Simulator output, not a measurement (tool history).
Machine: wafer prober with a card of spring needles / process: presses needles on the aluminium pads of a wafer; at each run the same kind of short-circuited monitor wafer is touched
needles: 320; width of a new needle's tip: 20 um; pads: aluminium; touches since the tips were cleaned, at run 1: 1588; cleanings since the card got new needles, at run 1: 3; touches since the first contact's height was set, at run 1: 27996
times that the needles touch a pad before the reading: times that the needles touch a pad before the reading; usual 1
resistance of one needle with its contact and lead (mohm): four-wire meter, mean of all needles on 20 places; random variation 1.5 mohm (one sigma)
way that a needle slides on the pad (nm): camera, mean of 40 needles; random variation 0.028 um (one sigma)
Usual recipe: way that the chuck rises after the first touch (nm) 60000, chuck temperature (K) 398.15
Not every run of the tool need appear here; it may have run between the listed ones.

run    day  way that the chuck rises after the first touch (nm)  chuck temperature (K)  times that the needles touch a pad before the reading  touches since the tips were cleaned  cleanings since the card got new needles  touches since the first contact's height was set  resistance of one needle with its contact and lead (mohm)  way that a needle slides on the pad (nm)
  1  0.000                                                60000                 398.15                                                      1                                 1588                                         3                                             27996                                                        137                                      7610
     0.388  -- tips cleaned on abrasive film
  2  0.621                                                60000                 398.15                                                      1                                 3659                                         4                                             37721                                                        138                                      7680
     0.879  -- tips cleaned on abrasive film
  3  0.979                                                60000                 398.15                                                      1                                 1559                                         5                                             43292                                                        136                                      7670
     1.383  -- tips cleaned on abrasive film
  4  1.446                                                60000                 398.15                                                      1                                 1020                                         6                                             50590                                                        137                                      7670
  5  1.812                                                48000                 398.15                                                      1                                 6815                                         6                                             56385                                                        144                                      6100
     1.875  -- tips cleaned on abrasive film
  6  2.321                                                48000                 398.15                                                      1                                 7025                                         7                                             64326                                                        145                                      6140
     2.375  -- tips cleaned on abrasive film
  7  2.621                                                60000                 398.15                                                      1                                 3885                                         8                                             68992                                                        138                                      7720
     2.871  -- tips cleaned on abrasive film
  8  3.317                                                60000                 398.15                                                      2                                 7056                                         9                                             79882                                                        137                                      7670
     3.379  -- tips cleaned on abrasive film
  9  3.783                                                60000                 301.15                                                      1                                 6322                                        10                                             87125                                                        122                                      7690
     3.875  -- tips cleaned on abrasive film
     4.400  -- tips cleaned on abrasive film
 10  4.433                                                60000                 301.15                                                      1                                  560                                        12                                             97292                                                        122                                      7750
 11  4.783                                                41000                 398.15                                                      1                                 6037                                        12                                            102769                                                        149                                      5270
     4.908  -- tips cleaned on abrasive film
 12  5.279                                                41000                 398.15                                                      1                                 5810                                        13                                            110514                                                        150                                      5280
     5.421  -- tips cleaned on abrasive film
 13  5.738                                                41000                 398.15                                                      1                                 4992                                        14                                            117704                                                        148                                      5320
     5.954  -- tips cleaned on abrasive film
 14  6.138                                                60000                 398.15                                                      1                                 2862                                        15                                            123909                                                        136                                      7770
 15  6.425                                                60000                 398.15                                                      1                                 7415                                        15                                            128462                                                        137                                      7780
     6.483  -- tips cleaned on abrasive film
     7.004  -- tips cleaned on abrasive film
 16  7.138                                                55000                 301.15                                                      1                                 2124                                        17                                            139558                                                        124                                      7150
     7.550  -- tips cleaned on abrasive film
 17  7.658                                                69000                 345.15                                                      2                                 1725                                        18                                            147701                                                        129                                      8980
     8.058  -- tips cleaned on abrasive film
 18  8.179                                                67000                 347.15                                                      1                                 1877                                        19                                            155814                                                        127                                      8700

For run 19, what comes out?
     8.558  -- tips cleaned on abrasive film
 19  8.854                                                41000                 310.15                                                      2                                 4680                                        20                                            166407                                                          ?                                         ?

Run 19 yielded resistance of one needle with its contact and lead (mohm) 134, way that a needle slides on the pad (nm) 5330.
Were there no unlogged condition in the tool, this run, its random variation unchanged, would have produced resistance of one needle with its contact and lead (mohm) 133, way that a needle slides on the pad (nm) 5220.
